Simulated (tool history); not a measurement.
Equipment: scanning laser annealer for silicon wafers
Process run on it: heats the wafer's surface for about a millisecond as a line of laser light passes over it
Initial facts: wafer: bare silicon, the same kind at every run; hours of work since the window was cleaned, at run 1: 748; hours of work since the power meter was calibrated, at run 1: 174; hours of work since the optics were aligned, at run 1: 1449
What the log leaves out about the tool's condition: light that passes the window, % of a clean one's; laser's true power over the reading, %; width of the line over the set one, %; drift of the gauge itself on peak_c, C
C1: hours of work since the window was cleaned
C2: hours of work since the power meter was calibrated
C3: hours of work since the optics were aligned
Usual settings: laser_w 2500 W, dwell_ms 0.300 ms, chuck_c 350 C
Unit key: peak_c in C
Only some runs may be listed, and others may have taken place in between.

Run 1, hour 0.0: usual settings; C1 748; C2 174; C3 1449. Result: peak_c 1106 C.
Run 2, hour 3.9: usual settings but dwell_ms 0.351 ms; C1 750; C2 176; C3 1451. Result: peak_c 1162 C.
Run 3, hour 13.1: usual settings; C1 755; C2 181; C3 1456. Result: peak_c 1108 C.
Run 4, hour 21.3: usual settings; C1 759; C2 185; C3 1460. Result: peak_c 1105 C.
Run 5, hour 26.5: usual settings but laser_w 2600 W; C1 762; C2 188; C3 1463. Result: peak_c 1140 C.
Run 6, hour 33.5: usual settings; C1 765; C2 192; C3 1467. Result: peak_c 1104 C.
Run 7, hour 39.4: usual settings but chuck_c 323 C; C1 769; C2 195; C3 1470. Result: peak_c 1081 C.
Run 8, hour 43.6: usual settings but laser_w 2248 W, chuck_c 323 C; C1 771; C2 197; C3 1472. Result: peak_c 1001 C.
Run 9, hour 50.8: usual settings but laser_w 2248 W, chuck_c 323 C; C1 775; C2 201; C3 1476. Result: peak_c 1002 C.
Run 10, hour 59.3: usual settings but laser_w 2248 W, chuck_c 323 C; C1 779; C2 205; C3 1480. Result: peak_c 1000 C.
Run 11, hour 64.2: usual settings but laser_w 2248 W, chuck_c 323 C; C1 782; C2 208; C3 1483. Result: peak_c 1001 C.
Run 12, hour 73.2: usual settings but laser_w 2248 W, chuck_c 323 C; C1 786; C2 213; C3 1488. Result: peak_c 1002 C.
Run 13, hour 79.9: usual settings but chuck_c 342 C; C1 790; C2 216; C3 1491. Result: peak_c 1097 C.
Run 14, hour 88.8: usual settings but laser_w 2480 W; C1 795; C2 221; C3 1496. Result: peak_c 1102 C.
Run 15, hour 96.9: usual settings but laser_w 2480 W; C1 799; C2 225; C3 1500. Result: peak_c 1098 C.
Run 16, hour 101.9: usual settings but laser_w 2480 W; C1 801; C2 228; C3 1503. Result: peak_c 1102 C.
Run 17, hour 108.1: usual settings but laser_w 2480 W; C1 805; C2 231; C3 1506. Result: peak_c 1097 C.
Run 18, hour 111.9: usual settings but laser_w 2480 W; C1 807; C2 233; C3 1508. Result: peak_c 1098 C.
Run 19, hour 119.7: usual settings but laser_w 2480 W; C1 811; C2 237; C3 1512. Result: peak_c 1101 C.
Run 20, hour 128.3: usual settings but laser_w 2480 W; C1 815; C2 242; C3 1517. Result: peak_c 1099 C.
Run 21, hour 133.9: usual settings but laser_w 2480 W; C1 818; C2 245; C3 1520. Result: peak_c 1100 C.
Run 22, hour 143.0: usual settings but laser_w 2480 W, dwell_ms 0.336 ms, chuck_c 333 C; C1 823; C2 250; C3 1525. Result: peak_c 1120 C.
Run 23, hour 147.5: usual settings but laser_w 2574 W, dwell_ms 0.374 ms, chuck_c 353 C; C1 825; C2 252; C3 1527. Result: peak_c 1213 C.
Run 24, hour 154.0: usual settings but laser_w 2574 W, dwell_ms 0.374 ms, chuck_c 353 C; C1 829; C2 255; C3 1530. Result: peak_c 1213 C.
Run 25, hour 162.8: usual settings but laser_w 2646 W, dwell_ms 0.298 ms; C1 834; C2 260; C3 1535. Result: peak_c 1151 C.
Run 26, hour 168.2: usual settings but chuck_c 352 C; C1 836; C2 263; C3 1538. Result: peak_c 1108 C.
Run 27, hour 173.2: usual settings but laser_w 2193 W, dwell_ms 0.334 ms, chuck_c 312 C; C1 839; C2 265; C3 1540. Result: peak_c 1004 C.
Run 28, hour 177.3: usual settings but dwell_ms 0.306 ms; C1 841; C2 268; C3 1543. Result: peak_c 1110 C.
Run 29, hour 186.8: usual settings but dwell_ms 0.231 ms, chuck_c 368 C; C1 846; C2 273; C3 1548. Result: peak_c 1043 C.
Run 30, hour 193.5: usual settings but dwell_ms 0.220 ms; C1 850; C2 276; C3 1551. Result: peak_c 1010 C.
Run 31, hour 197.7: usual settings but dwell_ms 0.220 ms; C1 852; C2 278; C3 1553. Result: peak_c 1013 C.
Run 32, hour 205.8: usual settings but dwell_ms 0.220 ms, chuck_c 349 C; C1 856; C2 283; C3 1558. Result: peak_c 1011 C.
At hour 213.3: optics aligned, line set to its width.
Run 33, hour 216.2: usual settings but laser_w 2337 W, dwell_ms 0.272 ms, chuck_c 320 C; C1 859; C2 285; C3 2. Result: peak_c 998 C.
Run 34, hour 220.1: usual settings but laser_w 2521 W, dwell_ms 0.284 ms, chuck_c 320 C; C1 861; C2 287; C3 4. Result: peak_c 1066 C.
Run 35, hour 223.9: usual settings but laser_w 2201 W, dwell_ms 0.212 ms, chuck_c 320 C; C1 863; C2 289; C3 6. Result: peak_c 890 C.
Run 36, hour 232.0: usual settings but laser_w 2160 W, dwell_ms 0.283 ms, chuck_c 343 C; C1 867; C2 294; C3 10. Result: peak_c 976 C.
Run 37, hour 236.9: usual settings but laser_w 2160 W, dwell_ms 0.283 ms, chuck_c 343 C; C1 870; C2 296; C3 12. Result: peak_c 976 C.
Run 38, hour 245.6: usual settings but laser_w 2160 W, dwell_ms 0.283 ms, chuck_c 343 C; C1 875; C2 301; C3 17. Result: peak_c 975 C.
Run 39, hour 254.8: usual settings but dwell_ms 0.258 ms, chuck_c 367 C; C1 879; C2 306; C3 22. Result: peak_c 1082 C.
Run 40, hour 262.1: usual settings but dwell_ms 0.258 ms, chuck_c 367 C; C1 883; C2 310; C3 26. Result: peak_c 1077 C.
Run 41, hour 268.6: usual settings but dwell_ms 0.258 ms, chuck_c 367 C; C1 887; C2 313; C3 29. Result: peak_c 1076 C.
Run 42, hour 273.4: usual settings but laser_w 2507 W; C1 889; C2 316; C3 32. Result: peak_c 1104 C.

Branching from run 42: 3 alternative next runs. What would each branch give?
Run A, hour 277.6: usual settings but chuck_c 324 C; C1 891; C2 318; C3 34. Result: peak_c ?.
Run B, hour 277.6: usual settings but laser_w 2253 W, dwell_ms 0.348 ms; C1 891; C2 318; C3 34. Result: peak_c ?.
Run C, hour 277.6: usual settings but chuck_c 343 C; C1 891; C2 318; C3 34. Result: peak_c ?.

run  peak_c
  A    1079
  B    1073
  C    1102
Without the tool's unlogged condition, the same runs would have read:
run  peak_c
  A    1080
  B    1074
  C    1103
